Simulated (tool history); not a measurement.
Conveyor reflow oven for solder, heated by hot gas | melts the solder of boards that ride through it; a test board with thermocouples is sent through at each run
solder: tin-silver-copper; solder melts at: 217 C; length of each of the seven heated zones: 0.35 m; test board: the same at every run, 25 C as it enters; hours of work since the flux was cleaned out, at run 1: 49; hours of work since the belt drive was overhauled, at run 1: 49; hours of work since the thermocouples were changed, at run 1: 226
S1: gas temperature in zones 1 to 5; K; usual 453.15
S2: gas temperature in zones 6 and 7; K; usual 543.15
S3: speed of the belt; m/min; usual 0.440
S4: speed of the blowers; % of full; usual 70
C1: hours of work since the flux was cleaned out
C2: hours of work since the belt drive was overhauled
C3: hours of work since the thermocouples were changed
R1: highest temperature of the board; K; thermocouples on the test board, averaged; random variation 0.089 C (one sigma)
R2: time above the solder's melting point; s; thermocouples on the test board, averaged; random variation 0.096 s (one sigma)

run    hour      S1      S2     S3  S4   C1   C2   C3      R1      R2
  1     0.0  453.15  543.15  0.440  70   49   49  226  528.33   76.50
  2    37.0  453.15  543.15  0.440  70   75   75  251  528.36   76.53
  3    83.8  453.15  543.15  0.440  70  107  107  284  528.23   76.77
  4   122.9  453.15  543.15  0.427  70  134  134  311  529.20   79.73
  5   166.3  453.15  543.15  0.427  70  164  164  341  529.05   79.84
  6   206.6  453.15  543.15  0.427  70  192  192  369  529.14   79.93
  7   255.5  453.15  543.15  0.427  70  226  226  402  529.15   79.86
  8   297.2  453.15  543.15  0.440  70  255  255  431  528.20   76.69
      318.4  -- flux residue cleaned out of gas plates and filters
  9   331.5  453.15  543.15  0.440  70    9  275  451  528.31   76.65
 10   367.7  453.15  543.15  0.440  70   34  300  477  528.33   76.73
 11   415.1  453.15  543.15  0.440  70   67  333  509  528.22   76.65
 12   457.6  453.15  543.15  0.391  70   96  362  539  531.56   89.94
 13   488.5  447.15  543.15  0.440  70  118  384  560  527.37   72.95
 14   521.5  453.15  543.15  0.440  70  140  406  583  528.41   76.58
 15   557.3  453.15  543.15  0.440  70  165  431  608  528.24   76.65
 16   607.6  467.15  543.15  0.440  70  200  466  642  530.58   85.97
 17   648.3  446.15  552.15  0.440  80  228  494  670  536.94   79.99
 18   683.5  457.15  543.15  0.518  70  252  518  695  523.91   61.99
      709.7  -- flux residue cleaned out of gas plates and filters
 19   730.0  453.15  543.15  0.440  67   14  547  724  527.76   75.88
 20   767.9  453.15  543.15  0.440  84   40  573  750  530.66   79.17
 21   810.4  453.15  543.15  0.440  84   70  603  779  530.61   79.15
 22   849.7  453.15  543.15  0.509  63   97  630  806  521.77   59.29
 23   871.4  453.15  545.15  0.509  55  112  645  821  520.90   57.50
 24   904.6  441.15  546.15  0.475  61  135  668  844  523.67   60.58
      959.6  -- belt drive overhauled, speed set with a stopwatch
 25   960.1  453.15  551.15  0.365  68  170    0  880  540.11  102.94
 26  1009.8  453.15  545.15  0.387  70  205   35  914  533.60   92.57
 27  1046.9  453.15  545.15  0.387  70  230   60  940  533.54   92.48
 28  1073.3  453.15  545.15  0.387  70  249   79  958  533.68   92.68
     1103.3  -- flux residue cleaned out of gas plates and filters
 29  1120.1  453.15  556.15  0.440  70   12  107  987  539.54   84.44

4 ways to go on from here, each from the tool as it stands after run 29. What would each give?
  A  1163.2  464.15  543.15  0.450  70  41  137  1017   ?   ?
  B  1163.2  453.15  555.15  0.440  70  41  137  1017   ?   ?
  C  1163.2  453.15  556.15  0.423  70  41  137  1017   ?   ?
  D  1163.2  464.15  543.15  0.435  54  41  137  1017   ?   ?

run      R1     R2
  A  529.50  81.51
  B  538.86  83.78
  C  541.11  88.69
  D  527.00  81.42
Without the tool's hidden state the same runs would have given:
run      R1     R2
  A  529.47  81.49
  B  538.83  83.77
  C  541.08  88.67
  D  526.97  81.39
